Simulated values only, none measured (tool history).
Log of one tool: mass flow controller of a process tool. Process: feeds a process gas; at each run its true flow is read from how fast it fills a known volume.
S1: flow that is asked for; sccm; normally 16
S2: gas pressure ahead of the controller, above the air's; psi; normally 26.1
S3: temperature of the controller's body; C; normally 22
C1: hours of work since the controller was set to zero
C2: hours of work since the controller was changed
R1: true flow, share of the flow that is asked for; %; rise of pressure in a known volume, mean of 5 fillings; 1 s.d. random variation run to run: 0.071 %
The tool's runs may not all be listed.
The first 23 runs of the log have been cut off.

Run 24, hour 2009.7: usual settings but S2 31.5 psi; C1 2756; C2 2756. Result: R1 100.38 %.
Run 25, hour 2095.3: usual settings but S1 2 sccm, S2 38.1 psi, S3 23 C; C1 2797; C2 2797. Result: R1 96.29 %.
Run 26, hour 2193.3: usual settings but S1 2 sccm, S2 38.1 psi, S3 23 C; C1 2844; C2 2844. Result: R1 96.41 %.
Run 27, hour 2288.5: usual settings but S1 2 sccm, S2 38.1 psi, S3 23 C; C1 2890; C2 2890. Result: R1 96.28 %.
Run 28, hour 2401.9: usual settings but S1 5 sccm, S2 21.5 psi; C1 2945; C2 2945. Result: R1 98.88 %.
Run 29, hour 2474.8: usual settings but S1 5 sccm, S2 25.4 psi; C1 2980; C2 2980. Result: R1 98.9 %.
Run 30, hour 2534.7: usual settings but S2 35.2 psi, S3 20 C; C1 3008; C2 3008. Result: R1 100.37 %.
Run 31, hour 2605.3: usual settings but S1 20 sccm, S2 35.2 psi, S3 32 C; C1 3042; C2 3042. Result: R1 99.82 %.
Run 32, hour 2702.7: usual settings but S1 20 sccm, S2 35.2 psi, S3 32 C; C1 3089; C2 3089. Result: R1 99.79 %.
Run 33, hour 2776.2: usual settings but S1 20 sccm, S2 35.2 psi, S3 32 C; C1 3124; C2 3124. Result: R1 99.89 %.
Run 34, hour 2875.6: usual settings but S1 3 sccm, S2 35.2 psi, S3 21 C; C1 3172; C2 3172. Result: R1 97.5 %.
Run 35, hour 2997.1: usual settings but S1 3 sccm, S2 35.2 psi, S3 21 C; C1 3231; C2 3231. Result: R1 97.4 %.
Run 36, hour 3089: usual settings but S1 4 sccm; C1 3275; C2 3275. Result: R1 98.32 %.
Run 37, hour 3196.2: usual settings but S1 4 sccm; C1 3326; C2 3326. Result: R1 98.27 %.
Run 38, hour 3319.9: usual settings but S1 10 sccm, S2 26 psi, S3 37 C; C1 3386; C2 3386. Result: R1 98.6 %.
Run 39, hour 3447.1: usual settings but S1 14 sccm, S2 26 psi, S3 32 C; C1 3447; C2 3447. Result: R1 99.75 %.
Run 40, hour 3506.5: usual settings but S1 14 sccm, S2 26 psi, S3 32 C; C1 3476; C2 3476. Result: R1 99.71 %.
Run 41, hour 3631.6: usual settings but S1 14 sccm, S2 26 psi, S3 32 C; C1 3536; C2 3536. Result: R1 99.69 %.
Run 42, hour 3693.4: usual settings but S1 19 sccm, S2 24.5 psi, S3 32 C; C1 3565; C2 3565. Result: R1 100.28 %.
Run 43, hour 3812.1: usual settings but S1 3 sccm, S2 30.2 psi, S3 29 C; C1 3622; C2 3622. Result: R1 96.97 %.
Run 44, hour 3877.4: usual settings but S1 17 sccm, S2 39.7 psi; C1 3654; C2 3654. Result: R1 100.3 %.
Run 45, hour 3939.3: usual settings but S1 17 sccm, S2 39.7 psi; C1 3684; C2 3684. Result: R1 100.35 %.
Run 46, hour 4061.2: usual settings but S1 17 sccm, S2 39.7 psi; C1 3742; C2 3742. Result: R1 100.36 %.
Run 47, hour 4118.9: usual settings but S2 39.7 psi, S3 25 C; C1 3770; C2 3770. Result: R1 100.07 %.

Consider 3 possible next runs. They are alternatives, not a sequence: every one starts from the tool as it was left by run 47. What does each give?
Run A, hour 4231.7: usual settings but S2 29.7 psi; C1 3824; C2 3824. Result: R1 ?.
Run B, hour 4231.7: usual settings but S1 18 sccm, S2 21.8 psi, S3 24 C; C1 3824; C2 3824. Result: R1 ?.
Run C, hour 4231.7: usual settings but S1 6 sccm, S2 23.4 psi, S3 35 C; C1 3824; C2 3824. Result: R1 ?.

run      R1
  A  100.63
  B  101.02
  C   98.18
With the hidden condition removed and each run's random variation left untouched, the same runs would have given:
run      R1
  A   99.94
  B  100.28
  C   98.34

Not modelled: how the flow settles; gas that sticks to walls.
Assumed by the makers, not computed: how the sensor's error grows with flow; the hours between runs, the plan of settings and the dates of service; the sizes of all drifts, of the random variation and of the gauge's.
